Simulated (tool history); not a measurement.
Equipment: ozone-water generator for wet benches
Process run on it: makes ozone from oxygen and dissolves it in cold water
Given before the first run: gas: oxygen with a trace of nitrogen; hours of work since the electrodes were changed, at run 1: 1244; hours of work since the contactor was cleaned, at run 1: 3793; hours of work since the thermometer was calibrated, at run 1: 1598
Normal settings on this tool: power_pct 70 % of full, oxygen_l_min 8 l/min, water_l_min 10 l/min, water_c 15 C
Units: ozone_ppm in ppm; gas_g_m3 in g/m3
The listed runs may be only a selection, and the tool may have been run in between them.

run,hour,power_pct,oxygen_l_min,water_l_min,water_c,hours of work since the electrodes were changed,hours of work since the contactor was cleaned,hours of work since the thermometer was calibrated,ozone_ppm,gas_g_m3
1,0,70,8,10,15,1244,3793,1598,31.7,178.2
2,23.8,70,8,10,15,1261,3811,1616,31.9,176.4
3,50,70,8,10,15,1281,3830,1635,31.4,177.7
4,82.2,70,4.13,10,15,1304,3853,1658,30.9,224.9
5,122.9,70,4.13,10,15,1334,3883,1688,31,224.4
6,156.6,70,4.13,10,15,1358,3908,1712,31.2,226
7,183.8,70,4.13,10,15,1378,3927,1732,30.8,227.6
8,213.5,43,8,12,12,1400,3949,1754,19.6,114.6
9,249.6,43,8,12,12,1426,3975,1780,19.5,115.5
10,283.8,87,14.24,13,13,1451,4000,1805,34,180.6
11,315.7,87,14.24,13,13,1474,4023,1828,34.2,179
12,353.6,87,14.24,13,13,1502,4051,1856,34.1,179.7

3 ways to go on from here, each from the tool as it stands after run 12. What would each give?
A,375.6,70,4.62,10,15,1518,4067,1872,?,?
B,375.6,87,14.24,13,8,1518,4067,1872,?,?
C,375.6,87,14.24,13,14,1518,4067,1872,?,?

run,ozone_ppm,gas_g_m3
A,31.6,220.4
B,38.1,180.1
C,33.2,181.4
Had the tool no hidden state, the same runs would have come out as:
run,ozone_ppm,gas_g_m3
A,31.6,216.6
B,38.1,177
C,33.2,178.2
